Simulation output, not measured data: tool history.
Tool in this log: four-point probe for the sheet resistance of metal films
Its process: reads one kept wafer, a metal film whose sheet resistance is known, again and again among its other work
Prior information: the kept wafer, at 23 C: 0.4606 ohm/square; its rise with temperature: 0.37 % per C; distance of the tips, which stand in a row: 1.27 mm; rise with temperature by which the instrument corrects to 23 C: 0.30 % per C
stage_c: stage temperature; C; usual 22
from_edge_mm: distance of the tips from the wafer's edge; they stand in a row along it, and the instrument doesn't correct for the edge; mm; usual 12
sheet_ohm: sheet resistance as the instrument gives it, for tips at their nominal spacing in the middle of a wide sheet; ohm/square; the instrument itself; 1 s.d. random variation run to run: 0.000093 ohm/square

| run | day | stage_c | from_edge_mm | sheet_ohm |
|---|---|---|---|---|
| 1 | 0 | 22 | 12 | 0.459727 |
| 2 | 2.558 | 22 | 12 | 0.459411 |
| 3 | 6.812 | 22 | 12 | 0.459238 |
| 4 | 11.546 | 20 | 12 | 0.458391 |
| 5 | 16.329 | 20 | 12 | 0.458202 |
| 6 | 19.521 | 29 | 12 | 0.461094 |
| 7 | 24.129 | 29 | 12 | 0.46076 |
| 8 | 26.812 | 26 | 12 | 0.459767 |
| 9 | 31.796 | 26 | 12 | 0.459643 |
| 10 | 35.662 | 26 | 12 | 0.459361 |
| 11 | 39.075 | 26 | 23 | 0.457186 |
|  | 42.6 | new probe head fitted |
| 12 | 44.288 | 26 | 23 | 0.462387 |
| 13 | 48.6 | 26 | 23 | 0.462216 |
|  | 48.929 | stage's thermometer calibrated |
| 14 | 53.4 | 26 | 23 | 0.461982 |
| 15 | 58.088 | 26 | 23 | 0.461985 |
| 16 | 60.583 | 26 | 23 | 0.461716 |
| 17 | 64.429 | 25 | 23 | 0.461552 |
| 18 | 69.479 | 22 | 12 | 0.462279 |
| 19 | 73.662 | 22 | 12 | 0.462196 |
|  | 75.996 | stage's thermometer calibrated, once more |
| 20 | 78.45 | 20 | 12 | 0.461126 |
| 21 | 81.05 | 32 | 12 | 0.464831 |
| 22 | 84.625 | 25 | 4 | 0.483255 |
| 23 | 87.562 | 25 | 4 | 0.483103 |
| 24 | 92.588 | 28 | 11 | 0.463462 |
| 25 | 96.983 | 22 | 20 | 0.459031 |
| 26 | 101.846 | 22 | 20 | 0.458765 |
| 27 | 106.571 | 21 | 3 | 0.49741 |
| 28 | 110.096 | 20 | 13 | 0.459246 |
| 29 | 113.375 | 23 | 4 | 0.481473 |
| 30 | 118.375 | 21 | 70 | 0.457228 |
| 31 | 122.229 | 22 | 13 | 0.459775 |
| 32 | 126.75 | 33 | 65 | 0.46063 |
| 33 | 129.133 | 33 | 65 | 0.460375 |
| 34 | 132.517 | 33 | 65 | 0.460282 |
| 35 | 134.796 | 27 | 65 | 0.458543 |
| 36 | 140.054 | 27 | 31 | 0.458557 |
| 37 | 142.446 | 22 | 12 | 0.459311 |
| 38 | 146.604 | 22 | 12 | 0.459154 |
| 39 | 149.117 | 22 | 12 | 0.459132 |
| 40 | 152.158 | 22 | 59 | 0.456099 |
| 41 | 156.65 | 22 | 59 | 0.456027 |
| 42 | 160.717 | 26 | 5 | 0.472445 |

3 ways to go on from here, each from the tool as it stands after run 42. What would each give?
| A | 162.908 | 26 | 12 | ? |
| B | 162.908 | 32 | 24 | ? |
| C | 162.908 | 26 | 6 | ? |

| run | sheet_ohm |
|---|---|
| A | 0.459715 |
| B | 0.459478 |
| C | 0.467613 |
Without the tool's unlogged condition, the same runs would have read:
| run | sheet_ohm |
|---|---|
| A | 0.464356 |
| B | 0.464124 |
| C | 0.472327 |

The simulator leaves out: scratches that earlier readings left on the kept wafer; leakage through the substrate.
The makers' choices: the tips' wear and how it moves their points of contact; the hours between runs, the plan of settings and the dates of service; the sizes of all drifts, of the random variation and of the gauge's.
